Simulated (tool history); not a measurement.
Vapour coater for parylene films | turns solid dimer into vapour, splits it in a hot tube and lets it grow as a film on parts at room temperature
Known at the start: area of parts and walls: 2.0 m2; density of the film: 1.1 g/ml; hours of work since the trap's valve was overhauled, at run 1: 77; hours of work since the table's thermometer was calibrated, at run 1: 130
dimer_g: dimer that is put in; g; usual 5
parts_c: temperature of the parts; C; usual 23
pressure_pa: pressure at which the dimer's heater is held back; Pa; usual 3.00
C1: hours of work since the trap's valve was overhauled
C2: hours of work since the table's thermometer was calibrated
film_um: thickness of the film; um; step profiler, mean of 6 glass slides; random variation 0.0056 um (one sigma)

Run 1, hour 0.0: usual settings; C1 77; C2 130. Result: film_um 1.320 um.
Run 2, hour 31.8: usual settings; C1 106; C2 158. Result: film_um 1.322 um.
Run 3, hour 49.2: usual settings but dimer_g 6 g; C1 122; C2 174. Result: film_um 1.576 um.
Run 4, hour 76.2: usual settings but dimer_g 6 g; C1 146; C2 198. Result: film_um 1.570 um.
Run 5, hour 100.6: usual settings but pressure_pa 3.16 Pa; C1 168; C2 220. Result: film_um 1.270 um.
Run 6, hour 136.2: usual settings; C1 200; C2 252. Result: film_um 1.274 um.
At hour 151.7: trap's valve overhauled.
Run 7, hour 166.5: usual settings; C1 13; C2 275. Result: film_um 1.340 um.
Run 8, hour 200.2: usual settings; C1 44; C2 306. Result: film_um 1.332 um.
Run 9, hour 233.4: usual settings; C1 73; C2 335. Result: film_um 1.321 um.
Run 10, hour 252.1: usual settings; C1 90; C2 352. Result: film_um 1.322 um.
Run 11, hour 286.6: usual settings; C1 121; C2 383. Result: film_um 1.302 um.
Run 12, hour 303.5: usual settings but parts_c 27 C; C1 136; C2 398. Result: film_um 1.183 um.
Run 13, hour 328.6: usual settings but pressure_pa 3.35 Pa; C1 159; C2 421. Result: film_um 1.281 um.
Run 14, hour 369.0: usual settings; C1 195; C2 457. Result: film_um 1.286 um.
At hour 389.5: trap's valve overhauled.
Run 15, hour 406.7: usual settings; C1 15; C2 487. Result: film_um 1.351 um.
Run 16, hour 444.7: usual settings; C1 50; C2 521. Result: film_um 1.320 um.
Run 17, hour 462.1: usual settings; C1 65; C2 537. Result: film_um 1.321 um.
Run 18, hour 491.0: usual settings; C1 91; C2 563. Result: film_um 1.338 um.
Run 19, hour 516.8: usual settings; C1 114; C2 586. Result: film_um 1.309 um.
Run 20, hour 546.8: usual settings but parts_c 24 C; C1 141; C2 613. Result: film_um 1.272 um.
Run 21, hour 565.5: usual settings but parts_c 24 C; C1 158; C2 630. Result: film_um 1.269 um.
Run 22, hour 592.6: usual settings but parts_c 24 C; C1 182; C2 654. Result: film_um 1.254 um.
At hour 630.0: trap's valve overhauled.
Run 23, hour 638.1: usual settings but parts_c 24 C; C1 7; C2 691. Result: film_um 1.309 um.
Run 24, hour 667.3: usual settings but parts_c 24 C; C1 33; C2 717. Result: film_um 1.292 um.
Run 25, hour 700.6: usual settings but dimer_g 8 g, parts_c 29 C, pressure_pa 5.97 Pa; C1 63; C2 747. Result: film_um 1.636 um.
Run 26, hour 731.7: usual settings but dimer_g 6 g, parts_c 18 C, pressure_pa 2.98 Pa; C1 91; C2 775. Result: film_um 1.781 um.
Run 27, hour 755.8: usual settings but dimer_g 6 g, parts_c 18 C, pressure_pa 2.98 Pa; C1 113; C2 796. Result: film_um 1.775 um.
Run 28, hour 779.5: usual settings but dimer_g 6 g, parts_c 18 C, pressure_pa 2.98 Pa; C1 134; C2 818. Result: film_um 1.757 um.
Run 29, hour 797.3: usual settings but dimer_g 3 g, parts_c 24 C, pressure_pa 2.98 Pa; C1 150; C2 834. Result: film_um 0.762 um.
Run 30, hour 821.3: usual settings but dimer_g 3 g, parts_c 33 C, pressure_pa 4.62 Pa; C1 171; C2 855. Result: film_um 0.565 um.
Run 31, hour 850.2: usual settings but parts_c 30 C, pressure_pa 5.15 Pa; C1 197; C2 881. Result: film_um 0.984 um.
At hour 869.1: trap's valve overhauled.
Run 32, hour 886.2: usual settings but pressure_pa 8.45 Pa; C1 15; C2 910. Result: film_um 1.158 um.
Run 33, hour 920.2: usual settings but dimer_g 4 g, parts_c 27 C, pressure_pa 3.16 Pa; C1 46; C2 940. Result: film_um 0.949 um.
Run 34, hour 937.8: usual settings but pressure_pa 3.23 Pa; C1 62; C2 956. Result: film_um 1.307 um.
Run 35, hour 973.4: usual settings but dimer_g 3 g, parts_c 30 C, pressure_pa 7.14 Pa; C1 94; C2 988. Result: film_um 0.575 um.
Run 36, hour 998.6: usual settings but dimer_g 3 g, parts_c 30 C, pressure_pa 5.03 Pa; C1 116; C2 1011. Result: film_um 0.611 um.
Run 37, hour 1036.2: usual settings but dimer_g 3 g, parts_c 30 C, pressure_pa 5.03 Pa; C1 150; C2 1044. Result: film_um 0.599 um.
Run 38, hour 1066.6: usual settings but dimer_g 3 g, parts_c 17 C, pressure_pa 5.25 Pa; C1 177; C2 1071. Result: film_um 0.823 um.
Run 39, hour 1098.8: usual settings but dimer_g 2 g, parts_c 17 C, pressure_pa 2.35 Pa; C1 206; C2 1100. Result: film_um 0.603 um.
At hour 1109.1: trap's valve overhauled.
Run 40, hour 1128.5: usual settings but dimer_g 2 g, parts_c 17 C, pressure_pa 5.19 Pa; C1 17; C2 1123. Result: film_um 0.569 um.
Run 41, hour 1169.5: usual settings but dimer_g 8 g, parts_c 22 C, pressure_pa 3.49 Pa; C1 54; C2 1160. Result: film_um 2.120 um.
Run 42, hour 1210.6: usual settings but dimer_g 3 g, parts_c 15 C; C1 91; C2 1197. Result: film_um 0.954 um.
Run 43, hour 1230.8: usual settings but dimer_g 3 g, parts_c 15 C; C1 109; C2 1215. Result: film_um 0.955 um.
Run 44, hour 1263.1: usual settings but dimer_g 3 g, parts_c 15 C; C1 138; C2 1244. Result: film_um 0.961 um.
Run 45, hour 1290.4: usual settings but parts_c 15 C, pressure_pa 6.34 Pa; C1 163; C2 1269. Result: film_um 1.410 um.
Run 46, hour 1308.2: usual settings but parts_c 22 C, pressure_pa 10.53 Pa; C1 178; C2 1284. Result: film_um 1.099 um.

Some steps in film_um between neighbouring runs. How much of each would the tool show without its hidden state too (settings, what came in, random variation), and how much is left for the hidden state, with any gauge scatter that isn't in both results?
The hidden state here: vapour lost through the trap's worn valve, %; true temperature of the parts over the reading, C; drift of the gauge itself on film_um, %.
Run 6 -> 7: trap's valve overhauled. film_um +0.066 um: hidden state +0.062, all else +0.004.
Run 14 -> 15: trap's valve overhauled. film_um +0.065 um: hidden state +0.052, all else +0.013.
Run 22 -> 23: trap's valve overhauled. film_um +0.055 um: hidden state +0.055, all else +0.000.
Run 28 -> 29: dimer_g 6 -> 3, parts_c 18 -> 24. film_um -0.995 um: hidden state +0.042, all else -1.037.
Run 40 -> 41: dimer_g 2 -> 8, parts_c 17 -> 22, pressure_pa 5.19 -> 3.49. film_um +1.551 um: hidden state -0.045, all else +1.596.
Run 41 -> 42: dimer_g 8 -> 3, parts_c 22 -> 15, pressure_pa 3.49 -> 3.00. film_um -1.166 um: hidden state +0.020, all else -1.186.

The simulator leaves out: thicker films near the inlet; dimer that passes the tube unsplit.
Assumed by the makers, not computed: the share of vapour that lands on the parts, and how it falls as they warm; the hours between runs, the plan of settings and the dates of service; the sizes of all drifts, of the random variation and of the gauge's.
